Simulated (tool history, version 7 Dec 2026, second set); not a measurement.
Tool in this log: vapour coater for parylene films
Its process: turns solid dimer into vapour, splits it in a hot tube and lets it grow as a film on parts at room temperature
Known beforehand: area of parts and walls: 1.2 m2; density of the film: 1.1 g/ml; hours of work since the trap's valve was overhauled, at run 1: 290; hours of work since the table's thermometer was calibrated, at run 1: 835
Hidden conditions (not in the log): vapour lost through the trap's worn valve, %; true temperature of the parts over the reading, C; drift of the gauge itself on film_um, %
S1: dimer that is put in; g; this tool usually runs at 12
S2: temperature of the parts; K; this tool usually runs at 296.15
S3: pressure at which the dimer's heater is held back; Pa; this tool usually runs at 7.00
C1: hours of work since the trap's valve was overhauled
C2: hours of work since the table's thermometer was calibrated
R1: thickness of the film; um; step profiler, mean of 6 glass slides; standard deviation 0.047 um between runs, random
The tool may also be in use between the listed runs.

run    hour  S1      S2    S3   C1    C2    R1
  1     0.0  12  296.15  7.00  290   835  5.23
       32.5  -- trap's valve overhauled
  2    32.8  12  296.15  3.42    0   854  5.86
  3    82.4  12  296.15  3.42   32   886  5.92
  4   127.3  12  296.15  7.00   61   915  5.28
  5   154.1  12  296.15  7.00   78   932  5.31
  6   183.8  12  296.15  7.00   98   951  5.24
  7   218.9  12  296.15  7.00  120   974  5.19
  8   260.3  12  296.15  7.00  147  1001  5.32
  9   284.3  12  296.15  4.67  163  1016  5.57
 10   317.0  16  296.15  7.00  184  1037  7.07
 11   366.6  12  305.15  7.00  216  1069  3.95
 12   404.6  12  296.15  7.00  240  1094  5.21
 13   440.4  12  296.15  7.00  263  1117  5.29
 14   474.4  12  296.15  3.78  285  1139  5.80
      515.6  -- trap's valve overhauled
 15   521.7  12  296.15  7.00    4  1167  5.30
 16   568.4  12  296.15  7.00   34  1197  5.20
 17   604.2  12  296.15  7.00   57  1220  5.30
 18   648.8  12  296.15  6.26   86  1249  5.35
 19   701.9   5  296.15  6.26  120  1283  2.18
 20   732.3   5  296.15  6.26  140  1303  2.22
 21   758.9  12  288.15  7.00  157  1320  6.79
 22   792.3  12  296.15  7.00  179  1342  5.24
 23   829.1   9  296.15  7.00  202  1365  3.93
 24   855.7   9  296.15  7.00  220  1383  3.93
 25   906.5  19  293.15  5.98  252  1415  9.46
 26   959.8  21  302.15  3.70  287  1450  8.33
     1000.1  -- trap's valve overhauled
 27  1014.2  12  299.15  2.66    9  1482  5.58
 28  1054.6   6  297.15  7.55   35  1508  2.49
 29  1097.1   8  293.15  2.47   63  1536  4.57
 30  1137.6  12  290.15  7.00   89  1562  6.44
 31  1171.0  12  290.15  7.00  110  1584  6.36
 32  1216.8   7  299.15  8.24  140  1613  2.67
 33  1251.1  18  299.15  5.08  162  1635  7.58
 34  1274.9   9  296.15  4.70  177  1651  4.22
 35  1323.6   9  296.15  4.70  209  1682  4.14
 36  1354.7   9  296.15  4.70  229  1702  4.24
 37  1404.9   6  296.15  2.69  261  1735  3.04
 38  1429.5   6  303.15  6.48  277  1751  2.11
 39  1471.3  13  296.15  7.82  304  1778  5.60
     1484.7  -- trap's valve overhauled
 40  1510.1  12  288.15  9.21   16  1800  6.61
 41  1549.6  11  292.15  3.05   42  1825  6.34
 42  1576.8  11  306.15  3.19   59  1843  3.88
 43  1620.4  10  296.15  3.09   88  1871  4.97
 44  1664.5  10  296.15  3.03  116  1900  4.94
 45  1689.3   9  308.15  3.94  132  1916  2.89
 46  1739.3   9  308.15  3.94  164  1948  2.92

What differs in the tool's unlogged condition from the final listed run ahead of each entry between runs to the first listed run following it?
Runs 1 to 2: trap's valve overhauled (hour 32.5)
  vapour lost through the trap's worn valve, %: 0.6 -> 0
Runs 14 to 15: trap's valve overhauled (hour 515.6)
  vapour lost through the trap's worn valve, %: 0.6 -> 0; true temperature of the parts over the reading, C: -0.03 -> -0.04
Runs 26 to 27: trap's valve overhauled (hour 1000.1)
  vapour lost through the trap's worn valve, %: 0.6 -> 0
Runs 39 to 40: trap's valve overhauled (hour 1484.7)
  vapour lost through the trap's worn valve, %: 0.7 -> 0
